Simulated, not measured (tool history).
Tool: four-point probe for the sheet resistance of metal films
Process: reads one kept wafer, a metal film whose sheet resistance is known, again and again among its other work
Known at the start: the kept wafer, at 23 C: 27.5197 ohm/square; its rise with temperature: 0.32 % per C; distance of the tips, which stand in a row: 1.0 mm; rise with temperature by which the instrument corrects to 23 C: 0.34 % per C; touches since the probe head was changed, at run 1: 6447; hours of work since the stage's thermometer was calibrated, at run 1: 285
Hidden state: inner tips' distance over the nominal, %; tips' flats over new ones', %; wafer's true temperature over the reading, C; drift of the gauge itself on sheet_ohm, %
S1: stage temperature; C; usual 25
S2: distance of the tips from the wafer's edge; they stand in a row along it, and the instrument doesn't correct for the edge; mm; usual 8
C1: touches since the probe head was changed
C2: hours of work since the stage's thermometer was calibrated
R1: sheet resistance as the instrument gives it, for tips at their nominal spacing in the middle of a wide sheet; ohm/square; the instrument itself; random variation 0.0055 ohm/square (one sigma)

run 1 hour=0.0 | S1=25 S2=8 | C1=6447 C2=285 | R1=27.721077
run 2 hour=30.1 | S1=25 S2=12 | C1=7805 C2=304 | R1=27.602205
run 3 hour=51.0 | S1=25 S2=12 | C1=8749 C2=317 | R1=27.587987
run 4 hour=81.0 | S1=24 S2=12 | C1=10105 C2=335 | R1=27.597156
run 5 hour=104.2 | S1=25 S2=8 | C1=11150 C2=349 | R1=27.726654
run 6 hour=133.7 | S1=25 S2=8 | C1=12484 C2=368 | R1=27.740208
run 7 hour=162.1 | S1=25 S2=6 | C1=13766 C2=385 | R1=27.906387
run 8 hour=180.3 | S1=26 S2=6 | C1=14587 C2=396 | R1=27.901861
run 9 hour=195.5 | S1=26 S2=6 | C1=15275 C2=406 | R1=27.912564
-- hour=198.6 stage's thermometer calibrated
run 10 hour=220.9 | S1=26 S2=6 | C1=16400 C2=14 | R1=27.894403
run 11 hour=253.2 | S1=30 S2=6 | C1=17857 C2=34 | R1=27.887221
run 12 hour=285.0 | S1=30 S2=6 | C1=19295 C2=53 | R1=27.880083
run 13 hour=314.2 | S1=19 S2=6 | C1=20613 C2=71 | R1=27.932935
run 14 hour=336.1 | S1=24 S2=30 | C1=21603 C2=85 | R1=27.517265
-- hour=347.4 stage's thermometer calibrated, once more
run 15 hour=351.9 | S1=25 S2=8 | C1=22291 C2=3 | R1=27.761550
run 16 hour=386.2 | S1=35 S2=11 | C1=23842 C2=24 | R1=27.600759
run 17 hour=405.3 | S1=35 S2=11 | C1=24705 C2=36 | R1=27.614535
run 18 hour=433.2 | S1=24 S2=58 | C1=25963 C2=53 | R1=27.543188
run 19 hour=465.1 | S1=19 S2=9 | C1=27403 C2=73 | R1=27.742984
run 20 hour=497.8 | S1=21 S2=40 | C1=28882 C2=93 | R1=27.561297
run 21 hour=516.6 | S1=18 S2=5 | C1=29731 C2=104 | R1=28.147573
run 22 hour=538.4 | S1=28 S2=47 | C1=30713 C2=118 | R1=27.537879

Measured less the same run without the tool's hidden state. The same run-to-run variation is in both; the gauge's scatter may not be:
run=1 R1=-0.021965
run=2 R1=-0.020032
run=3 R1=-0.018601
run=4 R1=-0.016844
run=5 R1=-0.015420
run=6 R1=-0.013609
run=7 R1=-0.011946
run=8 R1=-0.010791
run=9 R1=-0.009806
run=10 R1=-0.017522
run=11 R1=-0.015126
run=12 R1=-0.013077
run=13 R1=-0.012016
run=14 R1=-0.010152
run=15 R1=+0.013170
run=16 R1=+0.015369
run=17 R1=+0.016682
run=18 R1=+0.018264
run=19 R1=+0.020290
run=20 R1=+0.022135
run=21 R1=+0.023649
run=22 R1=+0.024722
